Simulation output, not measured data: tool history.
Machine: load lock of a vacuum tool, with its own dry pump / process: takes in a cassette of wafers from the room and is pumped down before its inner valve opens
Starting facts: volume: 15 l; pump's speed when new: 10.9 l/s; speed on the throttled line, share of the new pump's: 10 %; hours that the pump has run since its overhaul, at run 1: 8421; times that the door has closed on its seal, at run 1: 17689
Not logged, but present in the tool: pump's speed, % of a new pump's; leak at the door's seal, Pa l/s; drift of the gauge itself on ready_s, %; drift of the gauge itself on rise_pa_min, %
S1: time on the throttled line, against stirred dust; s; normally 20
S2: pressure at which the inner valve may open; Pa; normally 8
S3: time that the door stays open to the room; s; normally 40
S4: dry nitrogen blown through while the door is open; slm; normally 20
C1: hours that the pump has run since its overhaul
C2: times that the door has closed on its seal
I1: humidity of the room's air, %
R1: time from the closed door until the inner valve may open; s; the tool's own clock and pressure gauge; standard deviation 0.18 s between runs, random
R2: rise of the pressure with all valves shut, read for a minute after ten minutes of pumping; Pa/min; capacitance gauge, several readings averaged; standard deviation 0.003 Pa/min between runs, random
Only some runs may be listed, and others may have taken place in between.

run     hour  S1  S2   S3  S4     C1     C2    I1    R1     R2
  1      0.0  20   8   40  20   8421  17689  46.3  31.3  0.155
  2    329.0  20   8   40  20   8750  18056  42.8  31.6  0.162
  3    818.7  20   8   40  20   9240  18602  45.9  31.3  0.166
  4   1356.3  20   8   40  20   9777  19202  46.5  32.0  0.168
  5   1934.6  20   8   40  20  10356  19848  44.0  31.5  0.172
  6   2417.4  24   8   40  20  10838  20386  46.1  35.3  0.189
  7   2721.6  24   8   40   8  11143  20726  44.8  35.2  0.201
  8   3316.3  20   8   40  20  11737  21389  41.6  31.8  0.200
  9   3657.4  20   8   40  20  12078  21770  41.5  31.4  0.194
 10   4035.9  20   8   40  18  12457  22192  41.5  31.7  0.203
 11   4526.9  20   8   40  18  12948  22740  45.5  31.6  0.217
 12   5190.7  20   8   40  18  13612  23481  45.1  31.3  0.221
 13   5696.8  20   8   40  18  14118  24045  43.4  31.4  0.229
 14   6204.0  20   8   40  18  14625  24611  47.8  31.8  0.235
 15   6615.2  20   8   40  39  15036  25070  44.5  31.9  0.231
 16   7126.7  20   8   40  39  15548  25641  47.2  32.0  0.243
 17   7510.5  20   8   40  20  15931  26069  47.2  32.0  0.262
 18   8049.4  20   8   40  20  16470  26670  44.5  31.8  0.267
 19   8372.6  20   8   40  20  16794  27031  42.5  31.9  0.264
 20   8871.8  20   8   26  41  17293  27588  42.7  31.9  0.259
 21   9464.2  20   8   26  41  17885  28249  45.5  32.2  0.259
 22   9915.1  20   8   26  41  18336  28752  45.3  32.1  0.276
 23  10336.3  20   8   26  41  18757  29222  45.7  31.7  0.286
 24  10952.6  12   7  130  20  19374  29910  43.4  25.3  0.341
     11467.0  -- dry pump taken out, an overhauled one fitted
 25  11467.0  20   6   40  20      0  30477  45.7  31.2  0.317
 26  11764.7  27   6   40  14    298  30809  44.5  37.6  0.332
 27  12405.8  14   6   33  20    939  31525  44.3  26.1  0.333
 28  12782.7  14   6   33  20   1316  31945  44.7  26.2  0.335
     13247.1  -- door's seal changed, seat wiped
 29  13339.6  32  16   42  45   1871    103  45.5  41.0  0.034
 30  13741.3  17  15   27   5   2273    551  43.1  27.5  0.054
 31  14335.7  17   7   27  15   2867   1214  46.1  28.5  0.046
 32  14630.0  17   7   27  15   3161   1543  42.8  28.6  0.041
 33  14960.0  17  14  136  15   3492   1911  47.4  28.0  0.109
 34  15552.1  39   8   40  20   4084   2571  41.2  48.6  0.054
 35  16050.3  20   8   40  31   4582   3127  44.9  31.3  0.050
 36  16598.7  15  13   40  31   5130   3739  43.0  26.0  0.053
 37  17133.9  15  13   40  31   5665   4336  44.9  26.1  0.057
 38  17719.3  23   8   40   5   6251   4990  43.4  34.1  0.078

Hidden state at the last listed run before each entry between runs and at the first one after, where it differs:
Runs 24 to 25: dry pump taken out, an overhauled one fitted (hour 11467.0)
  pump's speed, % of a new pump's: 91 -> 99.6; leak at the door's seal, Pa l/s: 0.0678 -> 0.0701
  measured less the result without the state, R1: +1.2 -> +0.1 s; R2: +0.263 -> +0.271 Pa/min
Runs 28 to 29: door's seal changed, seat wiped (hour 13247.1)
  pump's speed, % of a new pump's: 98.9 -> 98.6; leak at the door's seal, Pa l/s: 0.0755 -> 0.0019
  measured less the result without the state, R1: +0.2 -> +0.2 s; R2: +0.295 -> +0.000 Pa/min
